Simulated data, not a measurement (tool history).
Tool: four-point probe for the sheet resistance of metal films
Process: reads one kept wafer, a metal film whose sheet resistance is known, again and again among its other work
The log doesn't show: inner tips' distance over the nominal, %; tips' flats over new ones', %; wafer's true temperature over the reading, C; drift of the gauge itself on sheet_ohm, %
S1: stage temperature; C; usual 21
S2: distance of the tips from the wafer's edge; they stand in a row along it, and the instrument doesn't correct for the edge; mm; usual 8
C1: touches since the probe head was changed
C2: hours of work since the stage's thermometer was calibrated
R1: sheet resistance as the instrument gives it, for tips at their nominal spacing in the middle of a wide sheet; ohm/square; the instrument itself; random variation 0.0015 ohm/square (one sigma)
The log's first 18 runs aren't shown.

{"run": 19, "hour": 498.2, "S1": 21, "S2": 10, "C1": 25089, "C2": 101, "R1": 7.638461}
{"hour": 520.3, "done": "stage's thermometer calibrated, once more"}
{"run": 20, "hour": 538.8, "S1": 21, "S2": 10, "C1": 26105, "C2": 10, "R1": 7.634725}
{"run": 21, "hour": 571.3, "S1": 31, "S2": 38, "C1": 26926, "C2": 27, "R1": 7.60411}
{"run": 22, "hour": 592.5, "S1": 31, "S2": 38, "C1": 27462, "C2": 39, "R1": 7.604184}
{"run": 23, "hour": 615.5, "S1": 30, "S2": 67, "C1": 28046, "C2": 51, "R1": 7.605085}
{"run": 24, "hour": 644.0, "S1": 23, "S2": 3, "C1": 28766, "C2": 66, "R1": 7.729822}
{"run": 25, "hour": 672.7, "S1": 31, "S2": 8, "C1": 29493, "C2": 82, "R1": 7.617083}
{"run": 26, "hour": 707.9, "S1": 25, "S2": 32, "C1": 30383, "C2": 101, "R1": 7.612287}
{"run": 27, "hour": 738.1, "S1": 25, "S2": 32, "C1": 31149, "C2": 117, "R1": 7.614004}
{"run": 28, "hour": 763.1, "S1": 28, "S2": 5, "C1": 31781, "C2": 130, "R1": 7.646553}
{"run": 29, "hour": 801.5, "S1": 21, "S2": 11, "C1": 32752, "C2": 151, "R1": 7.628165}
{"run": 30, "hour": 844.7, "S1": 32, "S2": 42, "C1": 33845, "C2": 174, "R1": 7.597186}
{"run": 31, "hour": 886.8, "S1": 31, "S2": 32, "C1": 34911, "C2": 197, "R1": 7.596139}
{"run": 32, "hour": 925.0, "S1": 31, "S2": 32, "C1": 35878, "C2": 217, "R1": 7.595165}
{"run": 33, "hour": 943.9, "S1": 24, "S2": 5, "C1": 36356, "C2": 227, "R1": 7.652197}
{"run": 34, "hour": 979.3, "S1": 33, "S2": 38, "C1": 37252, "C2": 246, "R1": 7.592441}
{"run": 35, "hour": 1019.2, "S1": 33, "S2": 38, "C1": 38261, "C2": 268, "R1": 7.59015}
{"run": 36, "hour": 1041.4, "S1": 25, "S2": 38, "C1": 38823, "C2": 280, "R1": 7.606728}
{"run": 37, "hour": 1076.2, "S1": 23, "S2": 16, "C1": 39705, "C2": 298, "R1": 7.614629}
{"run": 38, "hour": 1108.8, "S1": 25, "S2": 8, "C1": 40529, "C2": 316, "R1": 7.619569}
{"run": 39, "hour": 1136.6, "S1": 33, "S2": 42, "C1": 41232, "C2": 331, "R1": 7.588524}

4 ways to go on from here, each from the tool as it stands after run 39. What would each give?
{"run": "A", "hour": 1176.4, "S1": 21, "S2": 62, "C1": 42239, "C2": 352, "R1": "?"}
{"run": "B", "hour": 1176.4, "S1": 33, "S2": 42, "C1": 42239, "C2": 352, "R1": "?"}
{"run": "C", "hour": 1176.4, "S1": 20, "S2": 44, "C1": 42239, "C2": 352, "R1": "?"}
{"run": "D", "hour": 1176.4, "S1": 25, "S2": 42, "C1": 42239, "C2": 352, "R1": "?"}

run=A R1=7.612706
run=B R1=7.588386
run=C R1=7.614991
run=D R1=7.602998
Without the tool's hidden state the same runs would have given:
run=A R1=7.676626
run=B R1=7.65197
run=C R1=7.678942
run=D R1=7.666791

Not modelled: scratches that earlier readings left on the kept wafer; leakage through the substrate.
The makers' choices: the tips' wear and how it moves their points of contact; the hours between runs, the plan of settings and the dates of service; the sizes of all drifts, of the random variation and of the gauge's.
